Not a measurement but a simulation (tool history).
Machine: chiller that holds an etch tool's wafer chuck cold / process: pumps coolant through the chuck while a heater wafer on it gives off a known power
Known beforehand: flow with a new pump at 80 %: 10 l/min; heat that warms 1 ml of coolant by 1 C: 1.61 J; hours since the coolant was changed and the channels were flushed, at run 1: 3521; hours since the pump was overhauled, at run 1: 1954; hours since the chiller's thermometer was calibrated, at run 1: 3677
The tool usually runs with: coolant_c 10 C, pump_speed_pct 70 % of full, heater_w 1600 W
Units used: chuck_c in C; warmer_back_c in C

run	day	coolant_c	pump_speed_pct	heater_w	hours since the coolant was changed and the channels were flushed	hours since the pump was overhauled	hours since the chiller's thermometer was calibrated	chuck_c	warmer_back_c
1	0.000	10	70	1600	3521	1954	3677	27.4	7.10
2	3.942	10	70	1454	3616	2048	3771	25.7	6.52
3	6.762	10	70	1600	3684	2116	3839	27.5	7.16
# day 8.667: chiller's thermometer calibrated
4	10.608	10	70	1600	3775	2207	47	28.4	7.18
5	15.088	10	70	1600	3882	2315	154	28.6	7.23
6	20.612	10	70	1600	4015	2447	287	28.8	7.28
# day 22.808: coolant changed, channels flushed
7	26.783	10	70	1600	95	2589	429	25.4	7.16
8	32.317	10	89	1600	228	2722	562	23.0	5.67
9	35.329	10	70	1600	301	2795	634	25.7	7.25
10	38.825	10	70	1600	384	2878	718	25.4	7.28
11	43.375	10	70	1600	494	2988	827	25.5	7.27
12	48.517	10	70	1600	617	3111	950	25.6	7.28
# day 49.154: coolant pump overhauled
13	52.729	10	89	1600	713	86	1046	23.5	5.96
14	56.512	10	89	1600	804	177	1137	23.5	5.92

Forecast run 15:
15	62.525	10	89	1600	948	321	1282	?	?

{"run 15": {"chuck_c": 23.8, "warmer_back_c": 5.95}}
Were there no unlogged condition in the tool, this run, its random variation unchanged, would have produced chuck_c 22.6 C, warmer_back_c 5.34 C.
